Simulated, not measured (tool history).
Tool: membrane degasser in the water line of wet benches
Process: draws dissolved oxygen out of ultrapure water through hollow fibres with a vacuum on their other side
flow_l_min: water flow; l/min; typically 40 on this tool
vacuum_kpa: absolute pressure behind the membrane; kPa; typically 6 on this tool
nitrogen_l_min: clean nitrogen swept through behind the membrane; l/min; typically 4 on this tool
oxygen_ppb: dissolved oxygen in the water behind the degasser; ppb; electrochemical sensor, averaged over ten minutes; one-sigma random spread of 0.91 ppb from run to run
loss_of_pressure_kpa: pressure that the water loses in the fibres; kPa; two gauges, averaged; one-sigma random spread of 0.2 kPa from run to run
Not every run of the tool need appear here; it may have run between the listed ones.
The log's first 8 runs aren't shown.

{"run": 9, "hour": 924.1, "flow_l_min": 40, "vacuum_kpa": 6, "nitrogen_l_min": 4, "oxygen_ppb": 85.3, "loss_of_pressure_kpa": 44.37}
{"run": 10, "hour": 1058.2, "flow_l_min": 40, "vacuum_kpa": 7.72, "nitrogen_l_min": 4, "oxygen_ppb": 126.1, "loss_of_pressure_kpa": 44.42}
{"run": 11, "hour": 1150.2, "flow_l_min": 40, "vacuum_kpa": 6, "nitrogen_l_min": 11.9, "oxygen_ppb": 43.5, "loss_of_pressure_kpa": 44.83}
{"run": 12, "hour": 1285.1, "flow_l_min": 40, "vacuum_kpa": 12.48, "nitrogen_l_min": 4, "oxygen_ppb": 227.4, "loss_of_pressure_kpa": 44.25}
{"run": 13, "hour": 1403.0, "flow_l_min": 40, "vacuum_kpa": 12.48, "nitrogen_l_min": 4, "oxygen_ppb": 234.3, "loss_of_pressure_kpa": 44.56}
{"hour": 1460.1, "done": "seals of the vacuum lines changed"}
{"run": 14, "hour": 1523.2, "flow_l_min": 40, "vacuum_kpa": 12.48, "nitrogen_l_min": 5.22, "oxygen_ppb": 186.3, "loss_of_pressure_kpa": 44.51}
{"run": 15, "hour": 1597.3, "flow_l_min": 40, "vacuum_kpa": 6, "nitrogen_l_min": 4, "oxygen_ppb": 85.4, "loss_of_pressure_kpa": 44.61}
{"run": 16, "hour": 1712.8, "flow_l_min": 40, "vacuum_kpa": 6, "nitrogen_l_min": 4, "oxygen_ppb": 85.3, "loss_of_pressure_kpa": 44.34}
{"run": 17, "hour": 1825.9, "flow_l_min": 40, "vacuum_kpa": 6, "nitrogen_l_min": 3.08, "oxygen_ppb": 104.7, "loss_of_pressure_kpa": 44.53}
{"run": 18, "hour": 1893.4, "flow_l_min": 37, "vacuum_kpa": 6.12, "nitrogen_l_min": 4, "oxygen_ppb": 77.3, "loss_of_pressure_kpa": 41.37}
{"run": 19, "hour": 2027.0, "flow_l_min": 37, "vacuum_kpa": 6.12, "nitrogen_l_min": 4, "oxygen_ppb": 75.8, "loss_of_pressure_kpa": 41.16}
{"run": 20, "hour": 2113.7, "flow_l_min": 31, "vacuum_kpa": 6, "nitrogen_l_min": 10.32, "oxygen_ppb": 26.1, "loss_of_pressure_kpa": 34.69}
{"run": 21, "hour": 2244.5, "flow_l_min": 34, "vacuum_kpa": 6, "nitrogen_l_min": 9.6, "oxygen_ppb": 33.1, "loss_of_pressure_kpa": 38.07}
{"run": 22, "hour": 2321.9, "flow_l_min": 34, "vacuum_kpa": 6, "nitrogen_l_min": 9.6, "oxygen_ppb": 32.7, "loss_of_pressure_kpa": 37.93}
{"run": 23, "hour": 2421.2, "flow_l_min": 34, "vacuum_kpa": 6, "nitrogen_l_min": 9.6, "oxygen_ppb": 32.5, "loss_of_pressure_kpa": 37.66}
{"run": 24, "hour": 2512.6, "flow_l_min": 61, "vacuum_kpa": 13.71, "nitrogen_l_min": 9.34, "oxygen_ppb": 274.5, "loss_of_pressure_kpa": 67.57}
{"run": 25, "hour": 2623.0, "flow_l_min": 58, "vacuum_kpa": 5.97, "nitrogen_l_min": 1.77, "oxygen_ppb": 276.9, "loss_of_pressure_kpa": 64.27}
{"run": 26, "hour": 2705.9, "flow_l_min": 40, "vacuum_kpa": 5.16, "nitrogen_l_min": 8.56, "oxygen_ppb": 43.3, "loss_of_pressure_kpa": 44.48}
{"run": 27, "hour": 2781.0, "flow_l_min": 40, "vacuum_kpa": 6, "nitrogen_l_min": 7.06, "oxygen_ppb": 57.7, "loss_of_pressure_kpa": 44.74}
{"run": 28, "hour": 2852.3, "flow_l_min": 40, "vacuum_kpa": 7.28, "nitrogen_l_min": 4.73, "oxygen_ppb": 102.3, "loss_of_pressure_kpa": 44.66}
{"run": 29, "hour": 2934.4, "flow_l_min": 47, "vacuum_kpa": 6, "nitrogen_l_min": 1.97, "oxygen_ppb": 185.7, "loss_of_pressure_kpa": 52.38}
{"hour": 2972.3, "done": "vacuum gauge calibrated"}
{"run": 30, "hour": 3071.5, "flow_l_min": 64, "vacuum_kpa": 8.62, "nitrogen_l_min": 2.08, "oxygen_ppb": 463.1, "loss_of_pressure_kpa": 71.05}
{"run": 31, "hour": 3195.9, "flow_l_min": 64, "vacuum_kpa": 8.62, "nitrogen_l_min": 2.08, "oxygen_ppb": 474, "loss_of_pressure_kpa": 70.81}
{"run": 32, "hour": 3256.7, "flow_l_min": 52, "vacuum_kpa": 5.17, "nitrogen_l_min": 1.66, "oxygen_ppb": 189.8, "loss_of_pressure_kpa": 57.81}

Consider 4 possible next runs. They are alternatives, not a sequence: every one starts from the tool as it was left by run 32. What does each give?
{"run": "A", "hour": 3345.2, "flow_l_min": 54, "vacuum_kpa": 9.02, "nitrogen_l_min": 5.25, "oxygen_ppb": "?", "loss_of_pressure_kpa": "?"}
{"run": "B", "hour": 3345.2, "flow_l_min": 52, "vacuum_kpa": 5.17, "nitrogen_l_min": 5.02, "oxygen_ppb": "?", "loss_of_pressure_kpa": "?"}
{"run": "C", "hour": 3345.2, "flow_l_min": 47, "vacuum_kpa": 5.17, "nitrogen_l_min": 1.66, "oxygen_ppb": "?", "loss_of_pressure_kpa": "?"}
{"run": "D", "hour": 3345.2, "flow_l_min": 38, "vacuum_kpa": 13.7, "nitrogen_l_min": 9.75, "oxygen_ppb": "?", "loss_of_pressure_kpa": "?"}

run=A oxygen_ppb=213.1 loss_of_pressure_kpa=60.09
run=B oxygen_ppb=110.7 loss_of_pressure_kpa=57.71
run=C oxygen_ppb=156.6 loss_of_pressure_kpa=52.11
run=D oxygen_ppb=114.3 loss_of_pressure_kpa=42.37
Stripped of hidden state, with their random variation kept, the same runs would have yielded:
run=A oxygen_ppb=212.8 loss_of_pressure_kpa=60.04
run=B oxygen_ppb=110.4 loss_of_pressure_kpa=57.66
run=C oxygen_ppb=156.4 loss_of_pressure_kpa=52.07
run=D oxygen_ppb=114.2 loss_of_pressure_kpa=42.33

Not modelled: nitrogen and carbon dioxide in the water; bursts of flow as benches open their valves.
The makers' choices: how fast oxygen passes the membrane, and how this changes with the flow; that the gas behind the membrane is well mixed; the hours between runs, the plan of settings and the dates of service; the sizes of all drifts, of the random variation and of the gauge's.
